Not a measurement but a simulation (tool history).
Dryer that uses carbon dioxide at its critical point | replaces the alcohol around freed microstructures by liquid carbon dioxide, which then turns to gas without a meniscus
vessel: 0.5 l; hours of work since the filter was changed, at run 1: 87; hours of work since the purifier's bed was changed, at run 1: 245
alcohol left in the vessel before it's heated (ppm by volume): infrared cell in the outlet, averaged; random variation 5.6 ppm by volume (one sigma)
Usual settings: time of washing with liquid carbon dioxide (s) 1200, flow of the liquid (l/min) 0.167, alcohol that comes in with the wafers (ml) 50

| run | day | time of washing with liquid carbon dioxide (s) | flow of the liquid (l/min) | alcohol that comes in with the wafers (ml) | hours of work since the filter was changed | hours of work since the purifier's bed was changed | alcohol left in the vessel before it's heated (ppm by volume) |
|---|---|---|---|---|---|---|---|
| 1 | 0 | 1200 | 0.167 | 50 | 87 | 245 | 239 |
| 2 | 0.538 | 1200 | 0.146 | 50 | 93 | 251 | 493 |
| 3 | 1.579 | 1200 | 0.146 | 50 | 103 | 261 | 497 |
| 4 | 2.367 | 1200 | 0.146 | 50 | 111 | 269 | 507 |
| 5 | 3.088 | 1200 | 0.167 | 50 | 118 | 276 | 259 |
| 6 | 3.725 | 1200 | 0.167 | 50 | 125 | 283 | 257 |
| 7 | 4.796 | 1200 | 0.167 | 50 | 136 | 294 | 262 |
| 8 | 5.492 | 1200 | 0.167 | 50 | 143 | 300 | 262 |
| 9 | 6.108 | 1860 | 0.162 | 29 | 149 | 307 | 71 |
| 10 | 6.767 | 1860 | 0.162 | 29 | 155 | 313 | 77 |

The next listed run, before its measurement:
| 11 | 7.775 | 1860 | 0.162 | 29 | 165 | 323 | ? |

alcohol left in the vessel before it's heated (ppm by volume): 70
Without the tool's hidden state the same run would have given alcohol left in the vessel before it's heated (ppm by volume) 4.

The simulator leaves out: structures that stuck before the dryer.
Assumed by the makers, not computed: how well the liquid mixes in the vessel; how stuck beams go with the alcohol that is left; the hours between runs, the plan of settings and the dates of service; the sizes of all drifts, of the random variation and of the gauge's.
